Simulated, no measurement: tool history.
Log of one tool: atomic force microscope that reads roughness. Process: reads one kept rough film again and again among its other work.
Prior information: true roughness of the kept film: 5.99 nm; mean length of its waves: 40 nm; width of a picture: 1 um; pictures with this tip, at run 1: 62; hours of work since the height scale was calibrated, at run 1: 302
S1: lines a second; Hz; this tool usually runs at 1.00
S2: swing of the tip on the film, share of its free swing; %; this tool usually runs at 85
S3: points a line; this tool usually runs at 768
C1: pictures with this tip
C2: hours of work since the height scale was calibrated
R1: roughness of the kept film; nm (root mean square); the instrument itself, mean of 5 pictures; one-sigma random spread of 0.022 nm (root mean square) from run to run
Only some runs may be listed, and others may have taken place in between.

| run | day | S1 | S2 | S3 | C1 | C2 | R1 |
|---|---|---|---|---|---|---|---|
| 1 | 0.000 | 1.00 | 85 | 768 | 62 | 302 | 5.132 |
| 2 | 0.733 | 1.00 | 85 | 768 | 81 | 311 | 5.056 |
| 3 | 1.379 | 1.00 | 85 | 768 | 98 | 319 | 5.042 |
| 4 | 2.108 | 1.00 | 85 | 768 | 116 | 328 | 4.965 |
| 5 | 2.550 | 1.00 | 85 | 768 | 128 | 334 | 4.928 |
| 6 | 3.212 | 1.00 | 85 | 768 | 145 | 342 | 4.872 |
| 7 | 3.767 | 1.00 | 85 | 768 | 159 | 349 | 4.830 |
| 8 | 4.146 | 1.00 | 85 | 442 | 169 | 353 | 4.769 |
| 9 | 4.854 | 1.00 | 85 | 442 | 187 | 362 | 4.780 |
| 10 | 5.433 | 1.00 | 85 | 442 | 202 | 369 | 4.707 |
| 11 | 6.088 | 1.29 | 85 | 768 | 218 | 377 | 4.670 |
| 12 | 6.517 | 1.00 | 85 | 768 | 229 | 382 | 4.669 |
| 13 | 7.000 | 1.00 | 85 | 936 | 242 | 388 | 4.623 |
| 14 | 7.412 | 1.00 | 85 | 936 | 252 | 393 | 4.619 |
| 15 | 8.171 | 1.00 | 85 | 936 | 272 | 403 | 4.548 |
| 16 | 8.525 | 1.13 | 85 | 351 | 281 | 407 | 4.503 |
| 17 | 8.904 | 1.13 | 85 | 351 | 291 | 412 | 4.444 |
| 18 | 9.450 | 1.00 | 62 | 517 | 305 | 418 | 4.560 |
| 19 | 10.033 | 0.54 | 85 | 594 | 320 | 425 | 4.524 |
|  | 10.462 | new tip fitted |
| 20 | 10.721 | 0.84 | 80 | 594 | 7 | 434 | 5.374 |
| 21 | 11.079 | 1.00 | 85 | 846 | 16 | 438 | 5.285 |
| 22 | 11.462 | 1.00 | 57 | 353 | 26 | 443 | 5.322 |
| 23 | 12.262 | 2.11 | 85 | 494 | 46 | 452 | 5.019 |
| 24 | 12.867 | 1.27 | 85 | 943 | 62 | 460 | 5.078 |
| 25 | 13.433 | 0.56 | 82 | 357 | 76 | 467 | 5.146 |
| 26 | 13.921 | 0.56 | 74 | 521 | 89 | 473 | 5.138 |

Results per run with the tool's hidden condition removed, run-to-run variation unchanged:
Hidden state at play: radius of the tip, nm; height scale over the true one, %; drift of the gauge itself on roughness_nm, %.
| run | R1 |
|---|---|
| 1 | 5.394 |
| 2 | 5.378 |
| 3 | 5.417 |
| 4 | 5.391 |
| 5 | 5.388 |
| 6 | 5.375 |
| 7 | 5.369 |
| 8 | 5.333 |
| 9 | 5.398 |
| 10 | 5.363 |
| 11 | 5.363 |
| 12 | 5.394 |
| 13 | 5.379 |
| 14 | 5.403 |
| 15 | 5.376 |
| 16 | 5.350 |
| 17 | 5.312 |
| 18 | 5.490 |
| 19 | 5.490 |
| 20 | 5.447 |
| 21 | 5.391 |
| 22 | 5.466 |
| 23 | 5.219 |
| 24 | 5.330 |
| 25 | 5.450 |
| 26 | 5.483 |
